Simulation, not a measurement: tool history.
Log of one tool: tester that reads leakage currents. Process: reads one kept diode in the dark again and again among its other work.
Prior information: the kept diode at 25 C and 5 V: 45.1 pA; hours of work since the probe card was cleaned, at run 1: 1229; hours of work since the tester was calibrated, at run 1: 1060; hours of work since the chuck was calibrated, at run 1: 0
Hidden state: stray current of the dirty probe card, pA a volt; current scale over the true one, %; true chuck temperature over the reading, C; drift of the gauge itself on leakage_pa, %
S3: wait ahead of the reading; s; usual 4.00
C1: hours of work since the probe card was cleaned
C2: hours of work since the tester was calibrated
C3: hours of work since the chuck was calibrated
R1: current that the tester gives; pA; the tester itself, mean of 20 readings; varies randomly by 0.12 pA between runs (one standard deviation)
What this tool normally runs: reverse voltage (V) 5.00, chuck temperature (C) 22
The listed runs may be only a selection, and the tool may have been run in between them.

{"run": 1, "hour": 0.0, "reverse voltage (V)": 5.0, "chuck temperature (C)": 22, "S3": 4.0, "C1": 1229, "C2": 1060, "C3": 0, "R1": 39.21}
{"run": 2, "hour": 92.2, "reverse voltage (V)": 3.2, "chuck temperature (C)": 22, "S3": 4.0, "C1": 1279, "C2": 1111, "C3": 51, "R1": 31.04}
{"run": 3, "hour": 171.3, "reverse voltage (V)": 3.2, "chuck temperature (C)": 22, "S3": 4.0, "C1": 1323, "C2": 1154, "C3": 94, "R1": 31.27}
{"run": 4, "hour": 266.4, "reverse voltage (V)": 3.2, "chuck temperature (C)": 60, "S3": 4.0, "C1": 1375, "C2": 1206, "C3": 146, "R1": 567.6}
{"run": 5, "hour": 316.1, "reverse voltage (V)": 3.2, "chuck temperature (C)": 60, "S3": 4.0, "C1": 1402, "C2": 1234, "C3": 174, "R1": 569.06}
{"hour": 325.5, "done": "chuck's temperature calibrated"}
{"run": 6, "hour": 396.0, "reverse voltage (V)": 3.2, "chuck temperature (C)": 60, "S3": 4.0, "C1": 1445, "C2": 1276, "C3": 39, "R1": 575.95}
{"run": 7, "hour": 481.7, "reverse voltage (V)": 5.0, "chuck temperature (C)": 22, "S3": 4.0, "C1": 1492, "C2": 1323, "C3": 86, "R1": 41.04}
{"run": 8, "hour": 560.7, "reverse voltage (V)": 3.28, "chuck temperature (C)": 34, "S3": 1.59, "C1": 1535, "C2": 1367, "C3": 129, "R1": 85.88}
{"run": 9, "hour": 669.2, "reverse voltage (V)": 9.37, "chuck temperature (C)": 22, "S3": 8.29, "C1": 1595, "C2": 1426, "C3": 189, "R1": 59.49}
{"run": 10, "hour": 742.5, "reverse voltage (V)": 1.39, "chuck temperature (C)": 53, "S3": 7.9, "C1": 1635, "C2": 1466, "C3": 229, "R1": 236.07}
{"run": 11, "hour": 840.4, "reverse voltage (V)": 13.87, "chuck temperature (C)": 22, "S3": 4.26, "C1": 1689, "C2": 1520, "C3": 283, "R1": 75.39}
{"run": 12, "hour": 889.0, "reverse voltage (V)": 13.87, "chuck temperature (C)": 22, "S3": 4.26, "C1": 1715, "C2": 1547, "C3": 309, "R1": 76.67}
{"hour": 973.6, "done": "chuck's temperature calibrated, once more"}
{"run": 13, "hour": 1001.3, "reverse voltage (V)": 1.12, "chuck temperature (C)": 22, "S3": 0.72, "C1": 1776, "C2": 1607, "C3": 15, "R1": 18.35}

Forecast each of these 4 alternatives for the next run:
{"run": "A", "hour": 1090.4, "reverse voltage (V)": 5.0, "chuck temperature (C)": 22, "S3": 0.81, "C1": 1825, "C2": 1656, "C3": 64, "R1": "?"}
{"run": "B", "hour": 1090.4, "reverse voltage (V)": 1.12, "chuck temperature (C)": 22, "S3": 1.78, "C1": 1825, "C2": 1656, "C3": 64, "R1": "?"}
{"run": "C", "hour": 1090.4, "reverse voltage (V)": 7.45, "chuck temperature (C)": 32, "S3": 0.91, "C1": 1825, "C2": 1656, "C3": 64, "R1": "?"}
{"run": "D", "hour": 1090.4, "reverse voltage (V)": 6.04, "chuck temperature (C)": 26, "S3": 1.29, "C1": 1825, "C2": 1656, "C3": 64, "R1": "?"}

run=A R1=42.51
run=B R1=18.42
run=C R1=111.24
run=D R1=62.71
Stripped of hidden state, with their random variation kept, the same runs would have yielded:
run=A R1=36.71
run=B R1=17.02
run=C R1=102.16
run=D R1=55.58

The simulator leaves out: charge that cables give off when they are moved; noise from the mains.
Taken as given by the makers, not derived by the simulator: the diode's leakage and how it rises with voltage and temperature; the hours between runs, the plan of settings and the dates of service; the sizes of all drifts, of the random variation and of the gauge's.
